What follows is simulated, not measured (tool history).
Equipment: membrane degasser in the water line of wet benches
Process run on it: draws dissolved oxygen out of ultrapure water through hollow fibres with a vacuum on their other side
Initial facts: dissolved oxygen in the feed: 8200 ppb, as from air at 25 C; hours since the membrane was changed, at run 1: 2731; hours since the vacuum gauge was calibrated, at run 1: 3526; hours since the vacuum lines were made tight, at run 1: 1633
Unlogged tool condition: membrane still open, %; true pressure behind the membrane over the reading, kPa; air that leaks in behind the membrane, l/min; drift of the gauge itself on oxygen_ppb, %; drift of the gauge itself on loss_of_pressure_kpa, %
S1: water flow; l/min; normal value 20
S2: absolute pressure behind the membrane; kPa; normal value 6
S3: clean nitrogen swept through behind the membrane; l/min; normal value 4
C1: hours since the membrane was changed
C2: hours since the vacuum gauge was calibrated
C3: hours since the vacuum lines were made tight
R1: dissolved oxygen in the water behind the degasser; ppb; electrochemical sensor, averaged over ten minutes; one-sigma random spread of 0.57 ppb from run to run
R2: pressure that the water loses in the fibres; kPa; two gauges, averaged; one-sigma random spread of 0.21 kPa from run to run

| run | hour | S1 | S2 | S3 | C1 | C2 | C3 | R1 | R2 |
|---|---|---|---|---|---|---|---|---|---|
| 1 | 0 | 20 | 6 | 4 | 2731 | 3526 | 1633 | 50.2 | 50.28 |
| 2 | 139.6 | 20 | 6 | 4 | 2871 | 3666 | 1773 | 49.3 | 50.3 |
| 3 | 387.5 | 20 | 6 | 4 | 3119 | 3914 | 2021 | 49.5 | 50.29 |
| 4 | 567.1 | 20 | 6 | 4 | 3299 | 4093 | 2200 | 50.7 | 50.21 |
|  | 649.8 | vacuum gauge calibrated |
| 5 | 847 | 20 | 6 | 4 | 3578 | 197 | 2480 | 50.3 | 50.28 |
| 6 | 1040.5 | 12 | 6 | 4 | 3771 | 391 | 2673 | 23 | 30.09 |
| 7 | 1200.8 | 12 | 6 | 4 | 3932 | 551 | 2833 | 23.6 | 30.18 |
| 8 | 1395 | 12 | 6 | 4 | 4126 | 745 | 3028 | 23.9 | 30.24 |
| 9 | 1635.8 | 20 | 6 | 4 | 4367 | 986 | 3269 | 49.3 | 50.43 |
| 10 | 1761.4 | 20 | 6 | 4 | 4492 | 1112 | 3394 | 50.7 | 50.03 |
| 11 | 2050.7 | 20 | 6 | 3.4 | 4782 | 1401 | 3683 | 56.7 | 50.65 |
| 12 | 2342.1 | 20 | 6 | 3.4 | 5073 | 1692 | 3975 | 57 | 50.79 |
| 13 | 2516.1 | 20 | 6 | 3.4 | 5247 | 1866 | 4149 | 57.5 | 50.42 |
| 14 | 2677.4 | 20 | 6 | 3.4 | 5408 | 2028 | 4310 | 56.7 | 50.45 |
| 15 | 2859 | 20 | 6 | 3.4 | 5590 | 2209 | 4492 | 55.8 | 50.3 |
| 16 | 2983.9 | 19 | 6 | 4 | 5715 | 2334 | 4617 | 46.9 | 47.92 |

Expected results for the next run?
| 17 | 3156.8 | 20 | 6 | 2.03 | 5888 | 2507 | 4790 | ? | ? |

{"run 17": {"R1": 82.9, "R2": 50.66}}
With no hidden state in the tool, this same run would have given R1 80.5 ppb, R2 49.82 kPa.
